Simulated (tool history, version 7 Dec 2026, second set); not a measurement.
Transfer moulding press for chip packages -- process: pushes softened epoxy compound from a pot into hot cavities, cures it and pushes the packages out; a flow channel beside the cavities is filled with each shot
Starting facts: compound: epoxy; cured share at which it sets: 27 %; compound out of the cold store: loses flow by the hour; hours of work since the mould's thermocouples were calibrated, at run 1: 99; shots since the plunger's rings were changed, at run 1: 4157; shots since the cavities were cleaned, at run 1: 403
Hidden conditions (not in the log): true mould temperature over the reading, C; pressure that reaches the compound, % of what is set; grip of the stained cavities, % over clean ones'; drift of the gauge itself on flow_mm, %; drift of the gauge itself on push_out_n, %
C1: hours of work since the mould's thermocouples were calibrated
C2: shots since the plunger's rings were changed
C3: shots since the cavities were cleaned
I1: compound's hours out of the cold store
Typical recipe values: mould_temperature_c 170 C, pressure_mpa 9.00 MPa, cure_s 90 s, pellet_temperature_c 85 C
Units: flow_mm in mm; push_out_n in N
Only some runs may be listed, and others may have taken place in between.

Run 1, hour 0.0: usual settings; C1 99; C2 4157; C3 403; I1 47.6. Result: flow_mm 483 mm, push_out_n 639 N.
At hour 16.3: cavities cleaned with cleaning compound and waxed.
Run 2, hour 19.2: usual settings but mould_temperature_c 168 C; C1 108; C2 4352; C3 32; I1 11.0. Result: flow_mm 592 mm, push_out_n 672 N.
Run 3, hour 30.3: usual settings but mould_temperature_c 168 C; C1 114; C2 4475; C3 155; I1 44.1. Result: flow_mm 485 mm, push_out_n 679 N.
Run 4, hour 48.1: usual settings but mould_temperature_c 168 C; C1 123; C2 4670; C3 350; I1 43.3. Result: flow_mm 489 mm, push_out_n 738 N.
Run 5, hour 62.7: usual settings but mould_temperature_c 168 C; C1 131; C2 4831; C3 511; I1 11.0. Result: flow_mm 579 mm, push_out_n 854 N.
At hour 69.4: cavities cleaned with cleaning compound and waxed.
Run 6, hour 76.6: usual settings but mould_temperature_c 168 C; C1 137; C2 4967; C3 78; I1 10.9. Result: flow_mm 582 mm, push_out_n 701 N.
At hour 97.2: plunger's sealing rings changed.
Run 7, hour 98.0: usual settings but mould_temperature_c 168 C; C1 147; C2 8; C3 287; I1 22.2. Result: flow_mm 592 mm, push_out_n 773 N.
Run 8, hour 114.3: usual settings; C1 156; C2 187; C3 466; I1 36.6. Result: flow_mm 544 mm, push_out_n 674 N.
At hour 125.6: cavities cleaned with cleaning compound and waxed.
Run 9, hour 136.1: usual settings but cure_s 124 s; C1 166; C2 412; C3 116; I1 21.3. Result: flow_mm 590 mm, push_out_n 472 N.
Run 10, hour 148.7: usual settings but cure_s 77 s; C1 173; C2 551; C3 255; I1 19.2. Result: flow_mm 597 mm, push_out_n 958 N.
Run 11, hour 160.4: usual settings but cure_s 77 s, pellet_temperature_c 91 C; C1 179; C2 679; C3 383; I1 33.0. Result: flow_mm 545 mm, push_out_n 926 N.
Run 12, hour 173.8: usual settings but cure_s 77 s, pellet_temperature_c 91 C; C1 186; C2 826; C3 530; I1 27.0. Result: flow_mm 558 mm, push_out_n 992 N.
At hour 178.8: cavities cleaned with cleaning compound and waxed.
Run 13, hour 196.9: usual settings; C1 197; C2 1065; C3 200; I1 30.6. Result: flow_mm 552 mm, push_out_n 635 N.
Run 14, hour 216.5: usual settings; C1 208; C2 1281; C3 416; I1 40.8. Result: flow_mm 518 mm, push_out_n 683 N.
Run 15, hour 225.7: usual settings but mould_temperature_c 162 C, pressure_mpa 6.94 MPa, cure_s 109 s; C1 212; C2 1383; C3 518; I1 43.5. Result: flow_mm 460 mm, push_out_n 819 N.
At hour 231.5: cavities cleaned with cleaning compound and waxed.
Run 16, hour 244.0: usual settings but pressure_mpa 10.70 MPa, cure_s 97 s; C1 221; C2 1568; C3 138; I1 46.3. Result: flow_mm 546 mm, push_out_n 538 N.
Run 17, hour 262.8: usual settings but mould_temperature_c 174 C, pressure_mpa 6.99 MPa; C1 231; C2 1774; C3 344; I1 46.3. Result: flow_mm 435 mm, push_out_n 542 N.
Run 18, hour 280.6: usual settings but mould_temperature_c 174 C, pressure_mpa 6.99 MPa; C1 240; C2 1971; C3 541; I1 39.7. Result: flow_mm 446 mm, push_out_n 609 N.
At hour 283.7: cavities cleaned with cleaning compound and waxed.
Run 19, hour 298.2: usual settings but mould_temperature_c 171 C, cure_s 121 s, pellet_temperature_c 92 C; C1 249; C2 2148; C3 160; I1 35.5. Result: flow_mm 525 mm, push_out_n 482 N.
Run 20, hour 307.7: usual settings but mould_temperature_c 177 C, pressure_mpa 8.08 MPa, cure_s 109 s, pellet_temperature_c 93 C; C1 254; C2 2253; C3 265; I1 21.4. Result: flow_mm 527 mm, push_out_n 499 N.
Run 21, hour 320.7: usual settings but pressure_mpa 10.00 MPa, pellet_temperature_c 76 C; C1 261; C2 2396; C3 408; I1 43.0. Result: flow_mm 530 mm, push_out_n 685 N.
At hour 335.9: cavities cleaned with cleaning compound and waxed.
Run 22, hour 339.2: usual settings but mould_temperature_c 169 C, pressure_mpa 10.00 MPa, cure_s 128 s, pellet_temperature_c 77 C; C1 269; C2 2583; C3 36; I1 30.9. Result: flow_mm 566 mm, push_out_n 433 N.
Run 23, hour 358.7: usual settings but mould_temperature_c 169 C, pressure_mpa 10.00 MPa, cure_s 128 s, pellet_temperature_c 77 C; C1 280; C2 2798; C3 251; I1 29.1. Result: flow_mm 573 mm, push_out_n 493 N.
Run 24, hour 374.8: usual settings but mould_temperature_c 178 C, pressure_mpa 8.37 MPa, cure_s 101 s, pellet_temperature_c 87 C; C1 288; C2 2976; C3 429; I1 10.6. Result: flow_mm 556 mm, push_out_n 536 N.
Run 25, hour 385.5: usual settings but mould_temperature_c 175 C, pressure_mpa 9.28 MPa, cure_s 101 s, pellet_temperature_c 87 C; C1 294; C2 3094; C3 547; I1 36.5. Result: flow_mm 517 mm, push_out_n 568 N.
At hour 388.9: cavities cleaned with cleaning compound and waxed.
Run 26, hour 398.7: usual settings but mould_temperature_c 163 C, pressure_mpa 9.28 MPa, cure_s 126 s, pellet_temperature_c 87 C; C1 300; C2 3223; C3 108; I1 44.7. Result: flow_mm 519 mm, push_out_n 525 N.
Run 27, hour 416.6: usual settings but mould_temperature_c 163 C, pressure_mpa 7.07 MPa, cure_s 110 s, pellet_temperature_c 87 C; C1 309; C2 3420; C3 305; I1 38.0. Result: flow_mm 466 mm, push_out_n 702 N.
Run 28, hour 428.9: usual settings but mould_temperature_c 163 C, pressure_mpa 7.07 MPa, cure_s 126 s, pellet_temperature_c 80 C; C1 316; C2 3556; C3 441; I1 24.7. Result: flow_mm 502 mm, push_out_n 659 N.

Predict each of these 3 candidate next runs independently; none follows another, all start after run 28:
At hour 441.6: cavities cleaned with cleaning compound and waxed.
Run A, hour 443.1: usual settings but mould_temperature_c 163 C, pressure_mpa 7.07 MPa, cure_s 107 s, pellet_temperature_c 80 C; C1 322; C2 3696; C3 17; I1 26.1. Result: flow_mm ?, push_out_n ?.
At hour 441.6: cavities cleaned with cleaning compound and waxed.
Run B, hour 443.1: usual settings but mould_temperature_c 163 C, pressure_mpa 7.07 MPa, cure_s 78 s, pellet_temperature_c 80 C; C1 322; C2 3696; C3 17; I1 30.3. Result: flow_mm ?, push_out_n ?.
At hour 441.6: cavities cleaned with cleaning compound and waxed.
Run C, hour 443.1: usual settings but mould_temperature_c 174 C, pressure_mpa 8.60 MPa, cure_s 126 s, pellet_temperature_c 76 C; C1 322; C2 3696; C3 17; I1 31.8. Result: flow_mm ?, push_out_n ?.

run  flow_mm  push_out_n
  A      494         641
  B      482        1218
  C      507         397
Without the tool's unlogged condition, the same runs would have read:
run  flow_mm  push_out_n
  A      527         653
  B      514        1237
  C      541         392
